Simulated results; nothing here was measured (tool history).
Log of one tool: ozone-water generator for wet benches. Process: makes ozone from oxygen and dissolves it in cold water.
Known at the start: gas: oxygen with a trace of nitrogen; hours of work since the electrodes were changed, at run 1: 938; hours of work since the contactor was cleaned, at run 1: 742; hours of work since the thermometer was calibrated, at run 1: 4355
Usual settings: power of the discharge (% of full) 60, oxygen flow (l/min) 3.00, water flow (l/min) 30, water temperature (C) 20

| run | hour | power of the discharge (% of full) | oxygen flow (l/min) | water flow (l/min) | water temperature (C) | hours of work since the electrodes were changed | hours of work since the contactor was cleaned | hours of work since the thermometer was calibrated | dissolved ozone (ppm) | ozone in the gas ahead of the water (g/m3) |
|---|---|---|---|---|---|---|---|---|---|---|
| 1 | 0.0 | 60 | 3.00 | 30 | 20 | 938 | 742 | 4355 | 7.0 | 145.5 |
| 2 | 17.6 | 57 | 3.00 | 30 | 20 | 950 | 754 | 4367 | 6.5 | 141.2 |
| 3 | 37.2 | 57 | 3.00 | 30 | 20 | 963 | 767 | 4380 | 6.6 | 140.9 |
| 4 | 70.1 | 60 | 3.00 | 30 | 20 | 986 | 790 | 4403 | 6.7 | 147.9 |
| 5 | 109.6 | 60 | 3.00 | 30 | 20 | 1012 | 817 | 4429 | 6.8 | 147.2 |
| 6 | 143.1 | 60 | 3.00 | 30 | 20 | 1035 | 839 | 4452 | 6.8 | 145.5 |
| 7 | 175.2 | 60 | 3.00 | 30 | 20 | 1057 | 861 | 4474 | 6.8 | 144.8 |
| 8 | 203.0 | 60 | 3.00 | 30 | 20 | 1076 | 880 | 4493 | 6.7 | 145.3 |
| 9 | 241.8 | 60 | 3.00 | 30 | 20 | 1102 | 906 | 4519 | 6.6 | 144.3 |
| 10 | 269.6 | 60 | 3.00 | 30 | 20 | 1121 | 925 | 4538 | 6.9 | 145.4 |
| 11 | 287.5 | 60 | 3.00 | 30 | 20 | 1133 | 937 | 4550 | 6.8 | 143.3 |
| 12 | 310.3 | 60 | 3.00 | 30 | 19 | 1149 | 953 | 4566 | 6.8 | 145.2 |
| 13 | 351.2 | 60 | 3.00 | 30 | 20 | 1177 | 981 | 4594 | 6.7 | 144.8 |
| 14 | 381.2 | 60 | 3.00 | 23 | 20 | 1197 | 1001 | 4614 | 9.2 | 145.0 |
| 15 | 400.2 | 60 | 5.23 | 30 | 20 | 1210 | 1014 | 4627 | 7.2 | 102.0 |
| 16 | 428.2 | 60 | 5.23 | 30 | 20 | 1229 | 1033 | 4646 | 6.8 | 103.1 |
| 17 | 468.3 | 60 | 5.23 | 30 | 20 | 1256 | 1060 | 4673 | 7.2 | 101.8 |
| 18 | 495.9 | 63 | 4.72 | 30 | 20 | 1275 | 1079 | 4692 | 7.3 | 113.0 |
| 19 | 515.7 | 45 | 1.78 | 26 | 16 | 1289 | 1093 | 4706 | 6.3 | 163.0 |
| 20 | 539.5 | 65 | 3.00 | 21 | 14 | 1305 | 1109 | 4722 | 11.5 | 153.3 |
|  | 546.9 | contactor cleaned |
| 21 | 578.8 | 44 | 4.78 | 46 | 28 | 1329 | 22 | 4746 | 2.9 | 86.0 |
| 22 | 598.4 | 44 | 4.78 | 46 | 28 | 1342 | 35 | 4759 | 3.1 | 84.9 |
| 23 | 629.4 | 44 | 4.42 | 33 | 19 | 1363 | 56 | 4780 | 5.2 | 89.6 |
| 24 | 656.4 | 44 | 3.74 | 33 | 13 | 1381 | 74 | 4799 | 5.0 | 100.5 |
| 25 | 683.4 | 88 | 2.29 | 30 | 20 | 1400 | 93 | 4817 | 8.5 | 225.5 |
| 26 | 705.1 | 88 | 2.29 | 30 | 20 | 1415 | 108 | 4832 | 8.8 | 227.9 |
| 27 | 721.6 | 63 | 2.65 | 30 | 14 | 1426 | 119 | 4843 | 7.1 | 160.3 |
| 28 | 748.1 | 78 | 2.89 | 30 | 20 | 1444 | 137 | 4861 | 7.9 | 177.7 |
| 29 | 767.9 | 70 | 3.00 | 30 | 14 | 1457 | 150 | 4874 | 7.9 | 163.3 |
|  | 786.0 | contactor cleaned, once more |
| 30 | 801.0 | 50 | 2.32 | 19 | 14 | 1477 | 10 | 4894 | 10.1 | 151.0 |
| 31 | 821.9 | 47 | 2.32 | 30 | 14 | 1491 | 24 | 4908 | 5.6 | 143.2 |
| 32 | 850.5 | 47 | 2.32 | 30 | 14 | 1511 | 44 | 4928 | 5.3 | 141.5 |

4 ways to go on from here, each from the tool as it stands after run 32. What would each give?
| A | 886.6 | 47 | 2.32 | 47 | 12 | 1535 | 68 | 4952 | ? | ? |
| B | 886.6 | 47 | 5.08 | 30 | 14 | 1535 | 68 | 4952 | ? | ? |
| C | 886.6 | 60 | 3.00 | 30 | 20 | 1535 | 68 | 4952 | ? | ? |
| D | 886.6 | 94 | 3.66 | 24 | 20 | 1535 | 68 | 4952 | ? | ? |

| run | dissolved ozone (ppm) | ozone in the gas ahead of the water (g/m3) |
|---|---|---|
| A | 3.3 | 141.2 |
| B | 6.2 | 85.9 |
| C | 6.9 | 144.4 |
| D | 12.4 | 176.0 |
Without the tool's hidden state the same runs would have given:
| run | dissolved ozone (ppm) | ozone in the gas ahead of the water (g/m3) |
|---|---|---|
| A | 3.4 | 144.6 |
| B | 6.4 | 87.9 |
| C | 7.1 | 148.8 |
| D | 13.0 | 183.4 |
